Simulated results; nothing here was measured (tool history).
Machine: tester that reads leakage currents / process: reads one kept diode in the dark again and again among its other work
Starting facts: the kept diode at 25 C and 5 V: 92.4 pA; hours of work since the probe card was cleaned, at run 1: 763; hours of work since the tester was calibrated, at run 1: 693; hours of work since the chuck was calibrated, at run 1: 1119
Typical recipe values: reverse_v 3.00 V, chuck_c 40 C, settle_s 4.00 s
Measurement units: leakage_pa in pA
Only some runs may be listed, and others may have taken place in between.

| run | hour | reverse_v | chuck_c | settle_s | hours of work since the probe card was cleaned | hours of work since the tester was calibrated | hours of work since the chuck was calibrated | leakage_pa |
|---|---|---|---|---|---|---|---|---|
| 1 | 0.0 | 3.00 | 40 | 4.00 | 763 | 693 | 1119 | 236.88 |
| 2 | 32.3 | 3.00 | 40 | 4.00 | 788 | 717 | 1143 | 236.81 |
| 3 | 80.7 | 3.00 | 40 | 4.00 | 824 | 754 | 1180 | 236.84 |
| 4 | 121.6 | 3.00 | 40 | 4.00 | 855 | 785 | 1211 | 236.73 |
| 5 | 170.0 | 3.00 | 41 | 4.00 | 892 | 822 | 1248 | 254.70 |
| 6 | 218.4 | 3.00 | 41 | 4.00 | 929 | 859 | 1285 | 254.89 |
| 7 | 269.4 | 3.00 | 41 | 4.00 | 968 | 897 | 1324 | 254.29 |
| 8 | 306.8 | 3.00 | 22 | 4.00 | 996 | 926 | 1352 | 55.13 |
| 9 | 328.8 | 3.00 | 40 | 5.14 | 1013 | 942 | 1369 | 235.02 |
| 10 | 368.4 | 3.00 | 40 | 5.14 | 1043 | 973 | 1399 | 234.03 |
| 11 | 393.5 | 3.00 | 40 | 4.00 | 1062 | 992 | 1418 | 235.04 |
| 12 | 442.4 | 3.00 | 40 | 4.00 | 1099 | 1029 | 1455 | 233.66 |
| 13 | 480.6 | 3.00 | 40 | 4.00 | 1128 | 1058 | 1484 | 232.84 |
| 14 | 516.7 | 6.09 | 40 | 4.00 | 1156 | 1085 | 1511 | 324.27 |
| 15 | 545.4 | 6.09 | 40 | 4.00 | 1177 | 1107 | 1533 | 325.26 |
| 16 | 582.8 | 6.09 | 40 | 4.00 | 1206 | 1135 | 1562 | 325.41 |
| 17 | 612.7 | 3.00 | 40 | 4.00 | 1229 | 1158 | 1584 | 232.23 |
| 18 | 634.8 | 3.00 | 40 | 4.00 | 1245 | 1175 | 1601 | 231.56 |
| 19 | 658.3 | 3.00 | 40 | 4.00 | 1263 | 1193 | 1619 | 230.92 |
| 20 | 689.3 | 3.00 | 40 | 6.79 | 1287 | 1216 | 1643 | 232.00 |
| 21 | 716.2 | 5.06 | 40 | 6.79 | 1307 | 1237 | 1663 | 296.16 |
| 22 | 749.8 | 5.06 | 40 | 6.79 | 1333 | 1262 | 1688 | 295.90 |
|  | 757.0 | probe card cleaned and baked |
| 23 | 795.2 | 3.00 | 26 | 4.69 | 29 | 1295 | 1721 | 79.33 |
| 24 | 826.7 | 3.00 | 26 | 4.69 | 53 | 1318 | 1745 | 79.51 |
|  | 846.0 | probe card cleaned and baked, once more |
| 25 | 880.2 | 2.75 | 51 | 4.69 | 26 | 1357 | 1783 | 501.09 |
|  | 893.1 | chuck's temperature calibrated |
| 26 | 930.6 | 7.15 | 51 | 0.63 | 63 | 1394 | 28 | 882.02 |
| 27 | 971.7 | 14.02 | 40 | 0.41 | 94 | 1425 | 60 | 525.41 |
| 28 | 1019.0 | 10.87 | 35 | 4.28 | 130 | 1461 | 96 | 308.23 |
| 29 | 1066.5 | 8.64 | 57 | 4.72 | 166 | 1497 | 132 | 1467.75 |
| 30 | 1095.3 | 8.64 | 57 | 4.72 | 188 | 1519 | 154 | 1450.01 |
| 31 | 1142.8 | 8.64 | 57 | 4.72 | 224 | 1555 | 190 | 1457.04 |
| 32 | 1185.1 | 1.84 | 51 | 4.72 | 256 | 1587 | 222 | 466.23 |
| 33 | 1236.2 | 1.84 | 51 | 4.72 | 295 | 1626 | 261 | 464.33 |
| 34 | 1260.0 | 6.75 | 58 | 7.14 | 313 | 1644 | 279 | 1392.34 |
| 35 | 1301.1 | 3.00 | 41 | 4.00 | 344 | 1675 | 310 | 271.14 |
| 36 | 1330.2 | 3.00 | 41 | 4.00 | 366 | 1697 | 332 | 270.12 |
| 37 | 1374.3 | 7.97 | 48 | 0.45 | 400 | 1731 | 366 | 729.07 |
| 38 | 1425.8 | 1.47 | 34 | 3.74 | 439 | 1770 | 405 | 111.84 |
| 39 | 1451.3 | 12.20 | 29 | 0.30 | 458 | 1789 | 424 | 211.60 |

Predict each of these 3 candidate next runs independently; none follows another, all start after run 39:
| A | 1481.6 | 18.63 | 47 | 0.70 | 481 | 1812 | 447 | ? |
| B | 1481.6 | 1.48 | 40 | 4.00 | 481 | 1812 | 447 | ? |
| C | 1481.6 | 6.22 | 29 | 0.30 | 481 | 1812 | 447 | ? |

| run | leakage_pa |
|---|---|
| A | 991.38 |
| B | 180.82 |
| C | 151.39 |
Take away the tool's hidden state, keep each run's random variation, and the runs would have read:
| run | leakage_pa |
|---|---|
| A | 1000.78 |
| B | 184.28 |
| C | 150.95 |
